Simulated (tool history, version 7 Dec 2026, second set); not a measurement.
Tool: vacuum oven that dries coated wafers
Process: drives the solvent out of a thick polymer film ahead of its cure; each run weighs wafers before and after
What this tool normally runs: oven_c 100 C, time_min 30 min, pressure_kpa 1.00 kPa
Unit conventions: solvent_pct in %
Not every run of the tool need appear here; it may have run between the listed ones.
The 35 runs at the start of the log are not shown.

| run | hour | oven_c | time_min | pressure_kpa | solvent_pct |
|---|---|---|---|---|---|
| 36 | 1821.8 | 114 | 18 | 1.10 | 1.67 |
| 37 | 1879.2 | 94 | 21 | 1.46 | 6.24 |
| 38 | 1919.3 | 94 | 21 | 1.46 | 6.32 |
| 39 | 1991.7 | 94 | 21 | 1.46 | 6.41 |
| 40 | 2061.0 | 100 | 53 | 3.01 | 1.41 |
| 41 | 2134.4 | 105 | 32 | 1.55 | 1.35 |
| 42 | 2179.8 | 113 | 17 | 1.61 | 2.04 |
| 43 | 2232.8 | 110 | 51 | 0.92 | 0.44 |
| 44 | 2270.9 | 108 | 27 | 0.75 | 1.22 |
| 45 | 2331.7 | 110 | 17 | 3.74 | 3.07 |
| 46 | 2368.2 | 110 | 17 | 3.74 | 3.12 |

Each row is a separate what-if for the run after 46, all from the same tool condition, not one after another. Results?
| A | 2418.7 | 113 | 17 | 1.66 | ? |
| B | 2418.7 | 110 | 21 | 0.73 | ? |
| C | 2418.7 | 90 | 30 | 1.47 | ? |
| D | 2418.7 | 110 | 21 | 3.74 | ? |

| run | solvent_pct |
|---|---|
| A | 2.04 |
| B | 1.67 |
| C | 5.38 |
| D | 2.27 |
Stripped of hidden state, with their random variation kept, the same runs would have yielded:
| run | solvent_pct |
|---|---|
| A | 2.12 |
| B | 1.71 |
| C | 5.51 |
| D | 2.33 |

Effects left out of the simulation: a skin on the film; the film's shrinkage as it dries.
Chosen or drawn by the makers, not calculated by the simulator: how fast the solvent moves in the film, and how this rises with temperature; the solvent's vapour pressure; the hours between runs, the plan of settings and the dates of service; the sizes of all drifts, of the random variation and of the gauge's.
